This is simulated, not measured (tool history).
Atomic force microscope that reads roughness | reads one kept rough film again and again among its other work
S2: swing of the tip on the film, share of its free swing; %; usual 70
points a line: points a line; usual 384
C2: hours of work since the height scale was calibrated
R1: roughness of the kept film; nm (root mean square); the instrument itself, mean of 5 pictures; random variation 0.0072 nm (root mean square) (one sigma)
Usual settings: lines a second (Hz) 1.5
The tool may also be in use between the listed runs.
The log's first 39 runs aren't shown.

{"run": 40, "hour": 508.2, "lines a second (Hz)": 3.56, "S2": 78, "points a line": 664, "pictures with this tip": 177, "C2": 332, "R1": 1.195}
{"run": 41, "hour": 520.0, "lines a second (Hz)": 1.5, "S2": 56, "points a line": 274, "pictures with this tip": 193, "C2": 339, "R1": 1.447}
{"run": 42, "hour": 528.0, "lines a second (Hz)": 1.5, "S2": 70, "points a line": 550, "pictures with this tip": 204, "C2": 343, "R1": 1.431}
{"run": 43, "hour": 539.0, "lines a second (Hz)": 1.5, "S2": 77, "points a line": 384, "pictures with this tip": 219, "C2": 350, "R1": 1.355}
{"run": 44, "hour": 553.9, "lines a second (Hz)": 1.5, "S2": 77, "points a line": 384, "pictures with this tip": 240, "C2": 359, "R1": 1.356}
{"run": 45, "hour": 569.0, "lines a second (Hz)": 0.77, "S2": 75, "points a line": 384, "pictures with this tip": 260, "C2": 367, "R1": 1.411}
{"run": 46, "hour": 577.7, "lines a second (Hz)": 0.77, "S2": 75, "points a line": 384, "pictures with this tip": 272, "C2": 372, "R1": 1.421}
{"run": 47, "hour": 587.1, "lines a second (Hz)": 1.85, "S2": 75, "points a line": 473, "pictures with this tip": 285, "C2": 378, "R1": 1.305}
{"run": 48, "hour": 594.5, "lines a second (Hz)": 0.96, "S2": 79, "points a line": 268, "pictures with this tip": 295, "C2": 382, "R1": 1.357}
{"run": 49, "hour": 609.4, "lines a second (Hz)": 0.76, "S2": 84, "points a line": 268, "pictures with this tip": 316, "C2": 391, "R1": 1.342}
{"run": 50, "hour": 622.8, "lines a second (Hz)": 3.9, "S2": 62, "points a line": 591, "pictures with this tip": 334, "C2": 399, "R1": 1.308}
{"run": 51, "hour": 640.8, "lines a second (Hz)": 3.9, "S2": 62, "points a line": 591, "pictures with this tip": 358, "C2": 409, "R1": 1.297}
{"hour": 647.5, "done": "new tip fitted"}
{"run": 52, "hour": 654.4, "lines a second (Hz)": 3.9, "S2": 77, "points a line": 591, "pictures with this tip": 9, "C2": 417, "R1": 1.247}
{"run": 53, "hour": 671.5, "lines a second (Hz)": 2.49, "S2": 70, "points a line": 384, "pictures with this tip": 33, "C2": 427, "R1": 1.422}

Forecast each of these 4 alternatives for the next run:
{"run": "A", "hour": 685.4, "lines a second (Hz)": 2.31, "S2": 85, "points a line": 1005, "pictures with this tip": 52, "C2": 435, "R1": "?"}
{"run": "B", "hour": 685.4, "lines a second (Hz)": 1.5, "S2": 57, "points a line": 516, "pictures with this tip": 52, "C2": 435, "R1": "?"}
{"run": "C", "hour": 685.4, "lines a second (Hz)": 0.97, "S2": 81, "points a line": 303, "pictures with this tip": 52, "C2": 435, "R1": "?"}
{"run": "D", "hour": 685.4, "lines a second (Hz)": 2.05, "S2": 73, "points a line": 802, "pictures with this tip": 52, "C2": 435, "R1": "?"}

run=A R1=1.271
run=B R1=1.552
run=C R1=1.439
run=D R1=1.427
Without the tool's hidden state the same runs would have given:
run=A R1=1.295
run=B R1=1.581
run=C R1=1.466
run=D R1=1.454
